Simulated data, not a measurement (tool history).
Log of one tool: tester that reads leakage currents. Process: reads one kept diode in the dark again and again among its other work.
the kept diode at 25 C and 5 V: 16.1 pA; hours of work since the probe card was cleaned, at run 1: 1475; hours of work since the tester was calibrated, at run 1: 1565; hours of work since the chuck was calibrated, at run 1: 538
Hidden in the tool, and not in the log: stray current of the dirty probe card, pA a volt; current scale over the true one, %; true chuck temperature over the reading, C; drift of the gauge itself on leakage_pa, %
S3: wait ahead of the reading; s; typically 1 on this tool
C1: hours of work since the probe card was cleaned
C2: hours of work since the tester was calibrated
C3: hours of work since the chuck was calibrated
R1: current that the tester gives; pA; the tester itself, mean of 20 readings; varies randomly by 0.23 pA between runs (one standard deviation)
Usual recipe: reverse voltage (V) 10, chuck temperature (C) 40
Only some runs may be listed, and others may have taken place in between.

run 1 hour=0 | reverse_voltage_(V)=10 chuck_temperature_(C)=40 S3=1 | C1=1475 C2=1565 C3=538 | R1=89.73
run 2 hour=81.2 | reverse_voltage_(V)=10 chuck_temperature_(C)=40 S3=0.46 | C1=1515 C2=1606 C3=578 | R1=92.95
run 3 hour=169.7 | reverse_voltage_(V)=10 chuck_temperature_(C)=40 S3=0.46 | C1=1560 C2=1650 C3=623 | R1=93.8
run 4 hour=251.1 | reverse_voltage_(V)=1.5 chuck_temperature_(C)=40 S3=0.46 | C1=1600 C2=1691 C3=663 | R1=26.97
run 5 hour=299.8 | reverse_voltage_(V)=10 chuck_temperature_(C)=40 S3=1 | C1=1625 C2=1715 C3=688 | R1=91.47
run 6 hour=370.8 | reverse_voltage_(V)=10 chuck_temperature_(C)=31 S3=1 | C1=1660 C2=1751 C3=723 | R1=58.26
run 7 hour=453.7 | reverse_voltage_(V)=10 chuck_temperature_(C)=31 S3=1 | C1=1702 C2=1792 C3=765 | R1=58.45
run 8 hour=505.8 | reverse_voltage_(V)=10 chuck_temperature_(C)=31 S3=1 | C1=1728 C2=1818 C3=791 | R1=58.98
run 9 hour=549.1 | reverse_voltage_(V)=10 chuck_temperature_(C)=31 S3=1 | C1=1749 C2=1840 C3=812 | R1=58.86
run 10 hour=617.4 | reverse_voltage_(V)=10 chuck_temperature_(C)=31 S3=1 | C1=1783 C2=1874 C3=846 | R1=59.09
run 11 hour=672.7 | reverse_voltage_(V)=10 chuck_temperature_(C)=31 S3=1 | C1=1811 C2=1902 C3=874 | R1=59.55
run 12 hour=725.5 | reverse_voltage_(V)=10 chuck_temperature_(C)=31 S3=1 | C1=1837 C2=1928 C3=900 | R1=59.4
run 13 hour=768.7 | reverse_voltage_(V)=10 chuck_temperature_(C)=48 S3=1 | C1=1859 C2=1949 C3=922 | R1=142.63
run 14 hour=846.2 | reverse_voltage_(V)=10 chuck_temperature_(C)=48 S3=1 | C1=1898 C2=1988 C3=961 | R1=142.64
run 15 hour=929.6 | reverse_voltage_(V)=10 chuck_temperature_(C)=40 S3=1.84 | C1=1939 C2=2030 C3=1002 | R1=91.73
-- hour=937.9 chuck's temperature calibrated
run 16 hour=997.5 | reverse_voltage_(V)=10 chuck_temperature_(C)=26 S3=1.84 | C1=1972 C2=2063 C3=30 | R1=47.81
run 17 hour=1081.9 | reverse_voltage_(V)=10 chuck_temperature_(C)=26 S3=1.84 | C1=2014 C2=2105 C3=72 | R1=48.49
run 18 hour=1143.4 | reverse_voltage_(V)=18.3 chuck_temperature_(C)=40 S3=1 | C1=2045 C2=2136 C3=103 | R1=140.99
run 19 hour=1214.1 | reverse_voltage_(V)=18.3 chuck_temperature_(C)=40 S3=1 | C1=2081 C2=2171 C3=138 | R1=142.06
run 20 hour=1296.1 | reverse_voltage_(V)=1.1 chuck_temperature_(C)=40 S3=1.22 | C1=2122 C2=2212 C3=179 | R1=21.43
run 21 hour=1333.8 | reverse_voltage_(V)=1.5 chuck_temperature_(C)=31 S3=7.18 | C1=2140 C2=2231 C3=198 | R1=15.23
-- hour=1389 chuck's temperature calibrated, once more
run 22 hour=1410 | reverse_voltage_(V)=7.6 chuck_temperature_(C)=44 S3=3.04 | C1=2177 C2=2268 C3=10 | R1=100.07
-- hour=1479.9 probe card cleaned and baked
run 23 hour=1487.9 | reverse_voltage_(V)=7.6 chuck_temperature_(C)=44 S3=3.04 | C1=4 C2=2305 C3=48 | R1=81.24
run 24 hour=1523.4 | reverse_voltage_(V)=10 chuck_temperature_(C)=22 S3=0.54 | C1=22 C2=2323 C3=66 | R1=24.77
run 25 hour=1561.7 | reverse_voltage_(V)=10 chuck_temperature_(C)=40 S3=1.15 | C1=41 C2=2342 C3=85 | R1=74.78
run 26 hour=1619.9 | reverse_voltage_(V)=3.7 chuck_temperature_(C)=40 S3=5.63 | C1=70 C2=2371 C3=114 | R1=40.66
run 27 hour=1707.7 | reverse_voltage_(V)=7.9 chuck_temperature_(C)=23 S3=9.6 | C1=114 C2=2415 C3=158 | R1=19.15
run 28 hour=1791.5 | reverse_voltage_(V)=7.9 chuck_temperature_(C)=23 S3=9.6 | C1=156 C2=2457 C3=200 | R1=19.43
run 29 hour=1829 | reverse_voltage_(V)=7.9 chuck_temperature_(C)=23 S3=9.6 | C1=174 C2=2476 C3=218 | R1=19.65
run 30 hour=1865.2 | reverse_voltage_(V)=8.8 chuck_temperature_(C)=49 S3=9.1 | C1=193 C2=2494 C3=236 | R1=123.97
run 31 hour=1931.6 | reverse_voltage_(V)=8.8 chuck_temperature_(C)=49 S3=9.1 | C1=226 C2=2527 C3=270 | R1=123.29
run 32 hour=2011.3 | reverse_voltage_(V)=8.8 chuck_temperature_(C)=49 S3=9.1 | C1=266 C2=2567 C3=309 | R1=123.62
run 33 hour=2049.3 | reverse_voltage_(V)=8.8 chuck_temperature_(C)=49 S3=9.1 | C1=285 C2=2586 C3=328 | R1=122.93
run 34 hour=2096.3 | reverse_voltage_(V)=4.9 chuck_temperature_(C)=45 S3=0.76 | C1=308 C2=2609 C3=352 | R1=69.49
run 35 hour=2135.6 | reverse_voltage_(V)=4.9 chuck_temperature_(C)=45 S3=0.76 | C1=328 C2=2629 C3=372 | R1=69.18
run 36 hour=2201.1 | reverse_voltage_(V)=1.2 chuck_temperature_(C)=35 S3=1.62 | C1=360 C2=2662 C3=404 | R1=15.26

Each row is a separate what-if for the run after 36, all from the same tool condition, not one after another. Results?
run A hour=2253 | reverse_voltage_(V)=9.4 chuck_temperature_(C)=53 S3=1.62 | C1=386 C2=2688 C3=430 | R1=?
run B hour=2253 | reverse_voltage_(V)=3.3 chuck_temperature_(C)=32 S3=0.52 | C1=386 C2=2688 C3=430 | R1=?
run C hour=2253 | reverse_voltage_(V)=3.9 chuck_temperature_(C)=49 S3=2.26 | C1=386 C2=2688 C3=430 | R1=?
run D hour=2253 | reverse_voltage_(V)=10 chuck_temperature_(C)=40 S3=1.67 | C1=386 C2=2688 C3=430 | R1=?
run E hour=2253 | reverse_voltage_(V)=1.2 chuck_temperature_(C)=35 S3=0.85 | C1=386 C2=2688 C3=430 | R1=?

run=A R1=166.89
run=B R1=24.19
run=C R1=77.71
run=D R1=76.23
run=E R1=15.55
With no hidden state in the tool, these same runs would have given:
run=A R1=167.64
run=B R1=23.46
run=C R1=78.31
run=D R1=74.11
run=E R1=15.5
